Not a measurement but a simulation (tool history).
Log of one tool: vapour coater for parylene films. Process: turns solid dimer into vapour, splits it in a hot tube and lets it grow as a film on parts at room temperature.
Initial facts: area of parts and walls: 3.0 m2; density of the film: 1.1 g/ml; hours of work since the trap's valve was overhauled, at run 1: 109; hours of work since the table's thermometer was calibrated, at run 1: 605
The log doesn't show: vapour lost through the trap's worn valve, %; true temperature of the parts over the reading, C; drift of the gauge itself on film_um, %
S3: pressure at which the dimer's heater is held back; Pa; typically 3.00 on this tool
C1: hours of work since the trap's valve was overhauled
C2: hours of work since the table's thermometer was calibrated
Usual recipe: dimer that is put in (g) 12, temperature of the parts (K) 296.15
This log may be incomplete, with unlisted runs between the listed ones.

run 1 hour=0.0 | dimer_that_is_put_in_(g)=12 temperature_of_the_parts_(K)=296.15 S3=3.00 | C1=109 C2=605 | thickness_of_the_film_(nm)=2570
run 2 hour=15.4 | dimer_that_is_put_in_(g)=12 temperature_of_the_parts_(K)=296.15 S3=3.00 | C1=122 C2=618 | thickness_of_the_film_(nm)=2590
run 3 hour=36.2 | dimer_that_is_put_in_(g)=12 temperature_of_the_parts_(K)=296.15 S3=3.00 | C1=140 C2=636 | thickness_of_the_film_(nm)=2610
run 4 hour=61.1 | dimer_that_is_put_in_(g)=12 temperature_of_the_parts_(K)=296.15 S3=3.00 | C1=161 C2=657 | thickness_of_the_film_(nm)=2640
run 5 hour=86.5 | dimer_that_is_put_in_(g)=8 temperature_of_the_parts_(K)=296.15 S3=3.00 | C1=182 C2=679 | thickness_of_the_film_(nm)=1730
run 6 hour=106.4 | dimer_that_is_put_in_(g)=12 temperature_of_the_parts_(K)=296.15 S3=3.00 | C1=199 C2=696 | thickness_of_the_film_(nm)=2620
run 7 hour=119.2 | dimer_that_is_put_in_(g)=12 temperature_of_the_parts_(K)=296.15 S3=3.00 | C1=210 C2=706 | thickness_of_the_film_(nm)=2620
run 8 hour=138.5 | dimer_that_is_put_in_(g)=15 temperature_of_the_parts_(K)=296.15 S3=3.00 | C1=227 C2=723 | thickness_of_the_film_(nm)=3250
run 9 hour=153.9 | dimer_that_is_put_in_(g)=18 temperature_of_the_parts_(K)=296.15 S3=3.00 | C1=240 C2=736 | thickness_of_the_film_(nm)=3900
run 10 hour=170.8 | dimer_that_is_put_in_(g)=12 temperature_of_the_parts_(K)=307.15 S3=3.00 | C1=254 C2=750 | thickness_of_the_film_(nm)=2160
run 11 hour=196.5 | dimer_that_is_put_in_(g)=12 temperature_of_the_parts_(K)=296.15 S3=5.34 | C1=276 C2=772 | thickness_of_the_film_(nm)=2390
run 12 hour=218.2 | dimer_that_is_put_in_(g)=12 temperature_of_the_parts_(K)=296.15 S3=11.04 | C1=294 C2=791 | thickness_of_the_film_(nm)=2140
run 13 hour=235.6 | dimer_that_is_put_in_(g)=12 temperature_of_the_parts_(K)=296.15 S3=11.04 | C1=309 C2=805 | thickness_of_the_film_(nm)=2160
run 14 hour=253.0 | dimer_that_is_put_in_(g)=12 temperature_of_the_parts_(K)=296.15 S3=11.04 | C1=324 C2=820 | thickness_of_the_film_(nm)=2130
run 15 hour=277.4 | dimer_that_is_put_in_(g)=9 temperature_of_the_parts_(K)=296.15 S3=3.00 | C1=344 C2=841 | thickness_of_the_film_(nm)=1960
run 16 hour=292.8 | dimer_that_is_put_in_(g)=12 temperature_of_the_parts_(K)=296.15 S3=3.00 | C1=358 C2=854 | thickness_of_the_film_(nm)=2580
run 17 hour=313.8 | dimer_that_is_put_in_(g)=12 temperature_of_the_parts_(K)=296.15 S3=3.00 | C1=375 C2=872 | thickness_of_the_film_(nm)=2590
run 18 hour=334.3 | dimer_that_is_put_in_(g)=12 temperature_of_the_parts_(K)=296.15 S3=3.00 | C1=393 C2=889 | thickness_of_the_film_(nm)=2580
run 19 hour=359.3 | dimer_that_is_put_in_(g)=12 temperature_of_the_parts_(K)=296.15 S3=3.00 | C1=414 C2=910 | thickness_of_the_film_(nm)=2580
run 20 hour=376.6 | dimer_that_is_put_in_(g)=12 temperature_of_the_parts_(K)=301.15 S3=3.00 | C1=429 C2=925 | thickness_of_the_film_(nm)=2390
run 21 hour=389.9 | dimer_that_is_put_in_(g)=12 temperature_of_the_parts_(K)=296.15 S3=3.00 | C1=440 C2=936 | thickness_of_the_film_(nm)=2590
run 22 hour=414.1 | dimer_that_is_put_in_(g)=12 temperature_of_the_parts_(K)=296.15 S3=3.00 | C1=461 C2=957 | thickness_of_the_film_(nm)=2610
run 23 hour=428.6 | dimer_that_is_put_in_(g)=12 temperature_of_the_parts_(K)=296.15 S3=3.00 | C1=473 C2=969 | thickness_of_the_film_(nm)=2600
run 24 hour=447.9 | dimer_that_is_put_in_(g)=12 temperature_of_the_parts_(K)=296.15 S3=3.00 | C1=489 C2=986 | thickness_of_the_film_(nm)=2590
run 25 hour=466.6 | dimer_that_is_put_in_(g)=12 temperature_of_the_parts_(K)=296.15 S3=3.00 | C1=505 C2=1001 | thickness_of_the_film_(nm)=2580
run 26 hour=478.0 | dimer_that_is_put_in_(g)=9 temperature_of_the_parts_(K)=296.15 S3=3.00 | C1=515 C2=1011 | thickness_of_the_film_(nm)=1960
run 27 hour=503.5 | dimer_that_is_put_in_(g)=14 temperature_of_the_parts_(K)=296.15 S3=3.00 | C1=537 C2=1033 | thickness_of_the_film_(nm)=3040
run 28 hour=515.7 | dimer_that_is_put_in_(g)=14 temperature_of_the_parts_(K)=296.15 S3=3.11 | C1=547 C2=1043 | thickness_of_the_film_(nm)=3000
run 29 hour=533.9 | dimer_that_is_put_in_(g)=16 temperature_of_the_parts_(K)=300.15 S3=3.11 | C1=562 C2=1059 | thickness_of_the_film_(nm)=3220
run 30 hour=546.2 | dimer_that_is_put_in_(g)=16 temperature_of_the_parts_(K)=300.15 S3=5.19 | C1=573 C2=1069 | thickness_of_the_film_(nm)=2980
run 31 hour=569.3 | dimer_that_is_put_in_(g)=21 temperature_of_the_parts_(K)=288.15 S3=12.00 | C1=593 C2=1089 | thickness_of_the_film_(nm)=4300
run 32 hour=590.3 | dimer_that_is_put_in_(g)=8 temperature_of_the_parts_(K)=296.15 S3=5.84 | C1=610 C2=1107 | thickness_of_the_film_(nm)=1570
-- hour=617.9 trap's valve overhauled
run 33 hour=617.9 | dimer_that_is_put_in_(g)=20 temperature_of_the_parts_(K)=300.15 S3=5.84 | C1=0 C2=1127 | thickness_of_the_film_(nm)=3610
run 34 hour=630.3 | dimer_that_is_put_in_(g)=10 temperature_of_the_parts_(K)=289.15 S3=3.88 | C1=10 C2=1137 | thickness_of_the_film_(nm)=2360
run 35 hour=655.1 | dimer_that_is_put_in_(g)=12 temperature_of_the_parts_(K)=307.15 S3=3.00 | C1=32 C2=1158 | thickness_of_the_film_(nm)=2140
run 36 hour=672.0 | dimer_that_is_put_in_(g)=12 temperature_of_the_parts_(K)=295.15 S3=5.58 | C1=46 C2=1173 | thickness_of_the_film_(nm)=2450
run 37 hour=689.1 | dimer_that_is_put_in_(g)=12 temperature_of_the_parts_(K)=295.15 S3=5.58 | C1=60 C2=1187 | thickness_of_the_film_(nm)=2400
run 38 hour=707.5 | dimer_that_is_put_in_(g)=12 temperature_of_the_parts_(K)=295.15 S3=5.58 | C1=76 C2=1203 | thickness_of_the_film_(nm)=2420
run 39 hour=719.6 | dimer_that_is_put_in_(g)=12 temperature_of_the_parts_(K)=295.15 S3=5.58 | C1=86 C2=1213 | thickness_of_the_film_(nm)=2420
run 40 hour=735.8 | dimer_that_is_put_in_(g)=10 temperature_of_the_parts_(K)=306.15 S3=10.30 | C1=100 C2=1227 | thickness_of_the_film_(nm)=1510
run 41 hour=753.1 | dimer_that_is_put_in_(g)=10 temperature_of_the_parts_(K)=306.15 S3=10.30 | C1=115 C2=1241 | thickness_of_the_film_(nm)=1520
run 42 hour=772.3 | dimer_that_is_put_in_(g)=10 temperature_of_the_parts_(K)=304.15 S3=3.77 | C1=131 C2=1258 | thickness_of_the_film_(nm)=1830
run 43 hour=788.3 | dimer_that_is_put_in_(g)=21 temperature_of_the_parts_(K)=307.15 S3=3.00 | C1=145 C2=1271 | thickness_of_the_film_(nm)=3740
run 44 hour=804.5 | dimer_that_is_put_in_(g)=9 temperature_of_the_parts_(K)=289.15 S3=7.03 | C1=159 C2=1285 | thickness_of_the_film_(nm)=1950
run 45 hour=826.8 | dimer_that_is_put_in_(g)=9 temperature_of_the_parts_(K)=288.15 S3=2.60 | C1=177 C2=1304 | thickness_of_the_film_(nm)=2290
run 46 hour=844.6 | dimer_that_is_put_in_(g)=20 temperature_of_the_parts_(K)=299.15 S3=4.17 | C1=193 C2=1319 | thickness_of_the_film_(nm)=3920

How the hidden state differs across the entries between the runs, from the last listed run before each to the first after it:
From run 32 to run 33: trap's valve overhauled (hour 617.9)
  vapour lost through the trap's worn valve, %: 0.3 -> 0
